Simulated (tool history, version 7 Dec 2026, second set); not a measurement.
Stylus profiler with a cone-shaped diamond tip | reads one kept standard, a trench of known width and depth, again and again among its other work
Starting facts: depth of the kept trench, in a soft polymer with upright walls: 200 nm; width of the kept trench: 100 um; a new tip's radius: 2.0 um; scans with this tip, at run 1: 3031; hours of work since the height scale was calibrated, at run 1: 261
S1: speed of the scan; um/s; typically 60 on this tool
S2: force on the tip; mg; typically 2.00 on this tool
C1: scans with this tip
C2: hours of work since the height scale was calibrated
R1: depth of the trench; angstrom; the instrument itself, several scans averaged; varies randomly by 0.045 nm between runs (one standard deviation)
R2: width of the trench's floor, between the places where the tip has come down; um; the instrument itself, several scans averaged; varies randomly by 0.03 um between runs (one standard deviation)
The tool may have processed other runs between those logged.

| run | hour | S1 | S2 | C1 | C2 | R1 | R2 |
|---|---|---|---|---|---|---|---|
| 1 | 0.0 | 60 | 2.00 | 3031 | 261 | 2020.9 | 97.89 |
| 2 | 44.1 | 60 | 2.00 | 3296 | 284 | 2021.2 | 97.86 |
| 3 | 75.9 | 60 | 2.00 | 3488 | 301 | 2022.1 | 97.90 |
| 4 | 101.2 | 60 | 2.00 | 3640 | 314 | 2021.8 | 97.85 |
| 5 | 137.5 | 60 | 2.00 | 3859 | 333 | 2021.4 | 97.78 |
| 6 | 168.6 | 60 | 4.33 | 4047 | 349 | 2038.6 | 97.91 |
| 7 | 202.6 | 60 | 4.33 | 4251 | 366 | 2037.5 | 97.85 |
| 8 | 226.9 | 60 | 4.33 | 4398 | 379 | 2037.4 | 97.86 |
| 9 | 246.3 | 60 | 4.33 | 4515 | 389 | 2037.1 | 97.85 |
| 10 | 283.3 | 60 | 2.00 | 4738 | 408 | 2021.9 | 97.83 |
| 11 | 304.1 | 60 | 2.00 | 4864 | 419 | 2020.7 | 97.77 |
| 12 | 322.5 | 60 | 2.00 | 4974 | 429 | 2020.6 | 97.76 |
| 13 | 362.0 | 60 | 0.68 | 5212 | 449 | 2008.0 | 97.67 |
| 14 | 384.6 | 60 | 0.68 | 5349 | 461 | 2008.4 | 97.66 |
| 15 | 403.3 | 45 | 2.00 | 5461 | 471 | 2021.3 | 97.83 |
| 16 | 427.2 | 45 | 1.16 | 5605 | 483 | 2013.9 | 97.75 |
| 17 | 447.2 | 152 | 1.16 | 5726 | 493 | 2013.9 | 97.23 |
| 18 | 466.0 | 152 | 1.16 | 5839 | 503 | 2013.4 | 97.30 |
| 19 | 508.8 | 100 | 2.00 | 6097 | 525 | 2020.3 | 97.58 |
| 20 | 530.9 | 113 | 3.00 | 6230 | 537 | 2027.1 | 97.59 |
| 21 | 556.1 | 113 | 3.00 | 6382 | 550 | 2027.6 | 97.57 |
| 22 | 599.0 | 21 | 0.69 | 6640 | 572 | 2008.2 | 97.77 |
| 23 | 630.1 | 26 | 4.83 | 6828 | 588 | 2039.5 | 97.85 |
| 24 | 666.2 | 60 | 1.16 | 7045 | 607 | 2013.2 | 97.63 |
| 25 | 692.2 | 33 | 2.21 | 7202 | 621 | 2022.1 | 97.84 |
| 26 | 723.1 | 33 | 2.21 | 7389 | 637 | 2021.5 | 97.76 |
| 27 | 746.3 | 20 | 3.59 | 7528 | 649 | 2031.1 | 97.79 |
| 28 | 779.5 | 20 | 3.59 | 7729 | 666 | 2030.4 | 97.83 |

3 ways to go on from here, each from the tool as it stands after run 28. What would each give?
| A | 798.1 | 20 | 1.14 | 7840 | 676 | ? | ? |
| B | 798.1 | 29 | 3.59 | 7840 | 676 | ? | ? |
| C | 798.1 | 51 | 2.74 | 7840 | 676 | ? | ? |

| run | R1 | R2 |
|---|---|---|
| A | 2012.6 | 97.80 |
| B | 2031.1 | 97.76 |
| C | 2025.2 | 97.67 |
Take away the tool's hidden state, keep each run's random variation, and the runs would have read:
| run | R1 | R2 |
|---|---|---|
| A | 2016.7 | 98.20 |
| B | 2035.1 | 98.16 |
| C | 2029.3 | 98.07 |
